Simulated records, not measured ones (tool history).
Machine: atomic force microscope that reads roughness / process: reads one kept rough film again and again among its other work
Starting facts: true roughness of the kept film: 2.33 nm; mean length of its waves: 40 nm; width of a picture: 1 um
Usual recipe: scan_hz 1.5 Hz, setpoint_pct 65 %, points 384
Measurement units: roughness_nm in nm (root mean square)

| run | hour | scan_hz | setpoint_pct | points | roughness_nm |
|---|---|---|---|---|---|
| 1 | 0 | 1.5 | 65 | 384 | 2.032 |
| 2 | 15.7 | 1.5 | 65 | 384 | 2.019 |
| 3 | 27.5 | 1.5 | 65 | 384 | 1.988 |
| 4 | 42.4 | 1.5 | 65 | 384 | 1.978 |
|  | 51.5 | new tip fitted |
| 5 | 52.2 | 1.5 | 65 | 384 | 2.136 |
| 6 | 62.3 | 1.5 | 65 | 384 | 2.089 |
| 7 | 76.8 | 1.5 | 65 | 384 | 2.049 |
| 8 | 91.2 | 1.67 | 65 | 384 | 2.036 |
| 9 | 101 | 1.67 | 65 | 384 | 1.997 |
| 10 | 111 | 1.19 | 65 | 384 | 1.987 |
| 11 | 126.7 | 1.19 | 65 | 384 | 1.953 |
|  | 133.7 | new tip fitted |
| 12 | 141.7 | 1.5 | 65 | 384 | 2.101 |
| 13 | 158.1 | 1.5 | 65 | 384 | 2.057 |
| 14 | 165.1 | 3.43 | 65 | 384 | 1.967 |
| 15 | 175.9 | 3.43 | 65 | 384 | 1.962 |
| 16 | 190.7 | 3.43 | 65 | 384 | 1.916 |
| 17 | 205 | 3.43 | 65 | 384 | 1.891 |
| 18 | 213.1 | 3.43 | 65 | 384 | 1.879 |
|  | 215.1 | new tip fitted |
| 19 | 229.1 | 1.5 | 65 | 635 | 2.104 |
| 20 | 245.5 | 1.5 | 65 | 635 | 2.074 |
| 21 | 255.7 | 0.72 | 81 | 345 | 2.01 |
| 22 | 269.7 | 0.72 | 81 | 345 | 1.972 |
| 23 | 285.3 | 2.53 | 85 | 384 | 1.771 |
|  | 296.9 | new tip fitted |
| 24 | 298.8 | 0.67 | 64 | 566 | 2.161 |
| 25 | 307.4 | 0.67 | 64 | 566 | 2.136 |
| 26 | 320.3 | 1.18 | 75 | 767 | 2.039 |
| 27 | 328.9 | 1.5 | 65 | 289 | 2.04 |
| 28 | 337.5 | 1.49 | 68 | 384 | 2.015 |
| 29 | 351.1 | 1.49 | 68 | 384 | 1.973 |
| 30 | 366.4 | 1.49 | 68 | 384 | 1.945 |
|  | 378.2 | new tip fitted |
| 31 | 378.2 | 1.85 | 67 | 989 | 2.118 |
| 32 | 391.8 | 1.85 | 67 | 989 | 2.066 |
| 33 | 403.9 | 2.81 | 66 | 989 | 2.003 |
| 34 | 417.1 | 1.17 | 59 | 428 | 2.055 |
| 35 | 433.8 | 0.53 | 81 | 449 | 2.002 |
| 36 | 450.4 | 1.5 | 87 | 609 | 1.84 |
| 37 | 457.7 | 2.43 | 65 | 347 | 1.899 |
|  | 459.7 | new tip fitted |
| 38 | 465.2 | 0.54 | 56 | 347 | 2.141 |
| 39 | 481.8 | 2.22 | 76 | 384 | 1.958 |
| 40 | 491.8 | 2.22 | 76 | 384 | 1.943 |

5 ways to go on from here, each from the tool as it stands after run 40. What would each give?
| A | 506.1 | 1.5 | 77 | 384 | ? |
| B | 506.1 | 1.03 | 66 | 723 | ? |
| C | 506.1 | 1.5 | 79 | 384 | ? |
| D | 506.1 | 1.5 | 58 | 412 | ? |
| E | 506.1 | 1.5 | 71 | 384 | ? |

| run | roughness_nm |
|---|---|
| A | 1.977 |
| B | 2.039 |
| C | 1.93 |
| D | 2.029 |
| E | 1.988 |
The same runs, with their run-to-run variation unchanged, on a tool lacking any hidden condition would have given:
| run | roughness_nm |
|---|---|
| A | 2.093 |
| B | 2.159 |
| C | 2.044 |
| D | 2.149 |
| E | 2.106 |

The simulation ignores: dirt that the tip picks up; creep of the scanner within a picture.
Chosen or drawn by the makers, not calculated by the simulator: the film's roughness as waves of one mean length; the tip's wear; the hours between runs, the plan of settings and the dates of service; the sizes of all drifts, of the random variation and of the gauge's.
